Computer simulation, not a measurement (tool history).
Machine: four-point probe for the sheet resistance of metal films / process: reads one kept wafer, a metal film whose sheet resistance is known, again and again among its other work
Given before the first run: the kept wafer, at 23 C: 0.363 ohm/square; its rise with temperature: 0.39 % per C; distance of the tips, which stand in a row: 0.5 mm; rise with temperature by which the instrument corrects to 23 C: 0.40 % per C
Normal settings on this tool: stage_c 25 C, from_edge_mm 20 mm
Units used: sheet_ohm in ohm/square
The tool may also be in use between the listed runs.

{"run": 1, "hour": 0.0, "stage_c": 25, "from_edge_mm": 20, "sheet_ohm": 0.364223}
{"run": 2, "hour": 49.6, "stage_c": 25, "from_edge_mm": 20, "sheet_ohm": 0.364003}
{"hour": 105.6, "done": "stage's thermometer calibrated"}
{"run": 3, "hour": 134.5, "stage_c": 25, "from_edge_mm": 20, "sheet_ohm": 0.363148}
{"run": 4, "hour": 176.0, "stage_c": 25, "from_edge_mm": 20, "sheet_ohm": 0.363248}
{"run": 5, "hour": 239.0, "stage_c": 25, "from_edge_mm": 20, "sheet_ohm": 0.363188}
{"run": 6, "hour": 324.0, "stage_c": 25, "from_edge_mm": 20, "sheet_ohm": 0.363375}
{"run": 7, "hour": 371.0, "stage_c": 25, "from_edge_mm": 20, "sheet_ohm": 0.363432}
{"run": 8, "hour": 466.1, "stage_c": 25, "from_edge_mm": 20, "sheet_ohm": 0.363411}
{"run": 9, "hour": 526.8, "stage_c": 25, "from_edge_mm": 20, "sheet_ohm": 0.363411}
{"run": 10, "hour": 615.6, "stage_c": 25, "from_edge_mm": 20, "sheet_ohm": 0.363451}
{"run": 11, "hour": 669.9, "stage_c": 25, "from_edge_mm": 20, "sheet_ohm": 0.363569}
{"run": 12, "hour": 723.9, "stage_c": 25, "from_edge_mm": 20, "sheet_ohm": 0.36346}
{"run": 13, "hour": 789.2, "stage_c": 26, "from_edge_mm": 20, "sheet_ohm": 0.363533}
{"run": 14, "hour": 885.1, "stage_c": 24, "from_edge_mm": 20, "sheet_ohm": 0.363844}
{"run": 15, "hour": 963.1, "stage_c": 24, "from_edge_mm": 20, "sheet_ohm": 0.363822}
{"run": 16, "hour": 1028.2, "stage_c": 24, "from_edge_mm": 20, "sheet_ohm": 0.363928}
{"run": 17, "hour": 1069.9, "stage_c": 24, "from_edge_mm": 9, "sheet_ohm": 0.364452}
{"run": 18, "hour": 1144.1, "stage_c": 20, "from_edge_mm": 9, "sheet_ohm": 0.364745}
{"run": 19, "hour": 1191.2, "stage_c": 20, "from_edge_mm": 9, "sheet_ohm": 0.364862}
{"run": 20, "hour": 1241.0, "stage_c": 20, "from_edge_mm": 9, "sheet_ohm": 0.364828}
{"run": 21, "hour": 1306.9, "stage_c": 20, "from_edge_mm": 9, "sheet_ohm": 0.364856}
{"run": 22, "hour": 1371.5, "stage_c": 23, "from_edge_mm": 14, "sheet_ohm": 0.364265}
{"run": 23, "hour": 1418.7, "stage_c": 35, "from_edge_mm": 27, "sheet_ohm": 0.363624}
{"run": 24, "hour": 1498.8, "stage_c": 35, "from_edge_mm": 27, "sheet_ohm": 0.363529}
{"run": 25, "hour": 1552.1, "stage_c": 35, "from_edge_mm": 27, "sheet_ohm": 0.363677}
{"run": 26, "hour": 1601.3, "stage_c": 23, "from_edge_mm": 53, "sheet_ohm": 0.364265}
{"run": 27, "hour": 1655.8, "stage_c": 23, "from_edge_mm": 5, "sheet_ohm": 0.366403}
{"run": 28, "hour": 1700.2, "stage_c": 23, "from_edge_mm": 5, "sheet_ohm": 0.366383}
{"run": 29, "hour": 1769.0, "stage_c": 23, "from_edge_mm": 5, "sheet_ohm": 0.366431}
{"run": 30, "hour": 1823.8, "stage_c": 27, "from_edge_mm": 37, "sheet_ohm": 0.364297}
{"run": 31, "hour": 1895.0, "stage_c": 20, "from_edge_mm": 38, "sheet_ohm": 0.364816}
{"run": 32, "hour": 1941.4, "stage_c": 21, "from_edge_mm": 38, "sheet_ohm": 0.364743}
{"run": 33, "hour": 2000.6, "stage_c": 21, "from_edge_mm": 38, "sheet_ohm": 0.364705}
{"run": 34, "hour": 2078.5, "stage_c": 20, "from_edge_mm": 5, "sheet_ohm": 0.366675}
{"run": 35, "hour": 2171.2, "stage_c": 35, "from_edge_mm": 12, "sheet_ohm": 0.364447}
{"run": 36, "hour": 2218.9, "stage_c": 35, "from_edge_mm": 12, "sheet_ohm": 0.364187}
{"run": 37, "hour": 2275.2, "stage_c": 34, "from_edge_mm": 15, "sheet_ohm": 0.364324}

The next listed run, before its measurement:
{"run": 38, "hour": 2329.0, "stage_c": 29, "from_edge_mm": 15, "sheet_ohm": "?"}

sheet_ohm: 0.364682 ohm/square
Take away the tool's hidden state, keep the run-to-run variation as it was, and the same run would have given sheet_ohm 0.362884 ohm/square.
